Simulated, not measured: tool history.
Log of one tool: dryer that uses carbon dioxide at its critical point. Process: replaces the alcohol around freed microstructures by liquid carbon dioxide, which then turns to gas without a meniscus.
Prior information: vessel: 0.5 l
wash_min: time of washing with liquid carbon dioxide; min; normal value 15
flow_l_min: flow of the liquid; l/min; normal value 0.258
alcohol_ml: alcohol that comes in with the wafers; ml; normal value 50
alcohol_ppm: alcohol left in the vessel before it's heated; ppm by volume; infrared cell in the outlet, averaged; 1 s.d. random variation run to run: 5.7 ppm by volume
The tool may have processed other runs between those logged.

run,hour,wash_min,flow_l_min,alcohol_ml,alcohol_ppm
1,0,15,0.258,50,223
2,5,15,0.258,50,223
3,12.3,15,0.258,50,222
4,21.1,15,0.258,50,232
5,31.7,15,0.258,50,245
6,37.3,15,0.258,50,238
7,48.3,15,0.258,50,245
8,53.5,15,0.258,50,252
9,64,15,0.258,50,258
10,69.6,13,0.178,21,1050
11,80.3,13,0.178,21,1059
12,85.1,18,0.258,120,203
13,94.5,18,0.258,120,208
14,105,18,0.163,50,921
15,115.1,15,0.375,50,103
16,125.1,15,0.375,50,92
17,134.9,11,0.258,79,1733

The logged runs with the hidden state left out (each run's random variation unchanged):
The tool's hidden condition here consists of: flow that reaches the vessel past the clogged filter, %; alcohol in the recycled carbon dioxide, ppm; drift of the gauge itself on alcohol_ppm, %.
run,alcohol_ppm
1,178
2,176
3,171
4,175
5,182
6,174
7,174
8,179
9,180
10,926
11,927
12,118
13,119
14,766
15,22
16,6
17,1473

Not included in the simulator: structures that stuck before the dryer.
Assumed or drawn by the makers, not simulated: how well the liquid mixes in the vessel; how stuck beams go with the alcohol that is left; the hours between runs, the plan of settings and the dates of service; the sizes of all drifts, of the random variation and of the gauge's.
